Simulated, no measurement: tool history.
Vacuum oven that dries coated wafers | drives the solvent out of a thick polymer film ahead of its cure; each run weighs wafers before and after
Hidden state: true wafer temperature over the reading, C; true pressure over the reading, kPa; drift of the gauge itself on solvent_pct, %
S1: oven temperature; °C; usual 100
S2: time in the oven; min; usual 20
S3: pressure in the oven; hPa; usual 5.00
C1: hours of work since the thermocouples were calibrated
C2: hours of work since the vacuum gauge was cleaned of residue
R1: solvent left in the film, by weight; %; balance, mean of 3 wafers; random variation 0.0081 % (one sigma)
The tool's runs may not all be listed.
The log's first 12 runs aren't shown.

run   hour   S1  S2    S3   C1   C2     R1
 13  176.2  100  20  5.00  829  697  2.939
 14  190.0  100  20  5.00  840  707  2.934
 15  209.1   91  20  5.00  854  721  4.962
 16  223.0  100  26  5.00  864  732  2.083
 17  239.9  100  26  5.00  877  744  2.089
 18  261.5  100  26  5.00  893  761  2.084
 19  283.5   91  26  7.99  910  777  4.352
 20  297.4  108  20  4.16  920  787  1.524
 21  313.3  108  20  4.16  932  799  1.521
 22  334.6  108  20  7.00  948  815  1.820

Forecast run 23:
 23  351.6  107  14  4.23  960  828   ?

Run 23 gave R1 2.793 %.
Without the tool's hidden state the same run would have given R1 3.093 %.
